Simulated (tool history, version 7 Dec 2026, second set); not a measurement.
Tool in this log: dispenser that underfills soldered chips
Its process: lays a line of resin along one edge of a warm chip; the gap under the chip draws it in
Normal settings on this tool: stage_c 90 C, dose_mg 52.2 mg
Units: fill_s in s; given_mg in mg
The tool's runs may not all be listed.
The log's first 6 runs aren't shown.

{"hour": 41.0, "done": "new syringe of resin"}
{"run": 7, "hour": 43.7, "stage_c": 84, "dose_mg": 52.2, "fill_s": 371, "given_mg": 51.58}
{"run": 8, "hour": 49.9, "stage_c": 84, "dose_mg": 52.2, "fill_s": 498.9, "given_mg": 51.48}
{"hour": 56.6, "done": "new syringe of resin"}
{"run": 9, "hour": 57.0, "stage_c": 84, "dose_mg": 52.2, "fill_s": 330.6, "given_mg": 51.46}
{"run": 10, "hour": 67.4, "stage_c": 90, "dose_mg": 48.3, "fill_s": 460.1, "given_mg": 47.37}
{"hour": 69.8, "done": "dispensing valve cleaned and set on the balance"}
{"hour": 73.4, "done": "new syringe of resin"}
{"run": 11, "hour": 79.1, "stage_c": 94, "dose_mg": 52.2, "fill_s": 300.2, "given_mg": 51.95}
{"run": 12, "hour": 85.4, "stage_c": 90, "dose_mg": 52.2, "fill_s": 477.4, "given_mg": 51.91}
{"hour": 89.4, "done": "new syringe of resin"}
{"run": 13, "hour": 92.5, "stage_c": 90, "dose_mg": 58.9, "fill_s": 294.3, "given_mg": 58.43}
{"run": 14, "hour": 99.8, "stage_c": 90, "dose_mg": 58.9, "fill_s": 432.4, "given_mg": 58.28}
{"hour": 105.0, "done": "new syringe of resin"}
{"run": 15, "hour": 105.7, "stage_c": 90, "dose_mg": 58.9, "fill_s": 262.6, "given_mg": 58.3}
{"run": 16, "hour": 116.2, "stage_c": 90, "dose_mg": 58.9, "fill_s": 461.6, "given_mg": 58.06}
{"hour": 121.1, "done": "new syringe of resin"}
{"run": 17, "hour": 124.2, "stage_c": 90, "dose_mg": 58.9, "fill_s": 305, "given_mg": 57.96}
{"run": 18, "hour": 134.3, "stage_c": 75, "dose_mg": 58.6, "fill_s": 893.7, "given_mg": 57.43}
{"hour": 137.1, "done": "new syringe of resin"}
{"hour": 139.5, "done": "dispensing valve cleaned and set on the balance"}
{"run": 19, "hour": 142.7, "stage_c": 90, "dose_mg": 52.2, "fill_s": 330.2, "given_mg": 52.01}
{"run": 20, "hour": 149.0, "stage_c": 90, "dose_mg": 52.2, "fill_s": 471, "given_mg": 52.03}
{"hour": 154.5, "done": "new syringe of resin"}
{"run": 21, "hour": 159.7, "stage_c": 90, "dose_mg": 52.2, "fill_s": 337.5, "given_mg": 51.86}
{"hour": 170.1, "done": "new syringe of resin"}
{"run": 22, "hour": 170.9, "stage_c": 90, "dose_mg": 52.2, "fill_s": 277.9, "given_mg": 51.67}
{"run": 23, "hour": 180.9, "stage_c": 90, "dose_mg": 67.5, "fill_s": 463.1, "given_mg": 66.86}

Predict the results of run 24:
{"hour": 186.2, "done": "new syringe of resin"}
{"run": 24, "hour": 190.8, "stage_c": 94, "dose_mg": 52.1, "fill_s": "?", "given_mg": "?"}

fill_s: 293 s
given_mg: 51.35 mg
Were there no unlogged condition in the tool, this run, its random variation unchanged, would have produced fill_s 204.2 s, given_mg 52.18 mg.
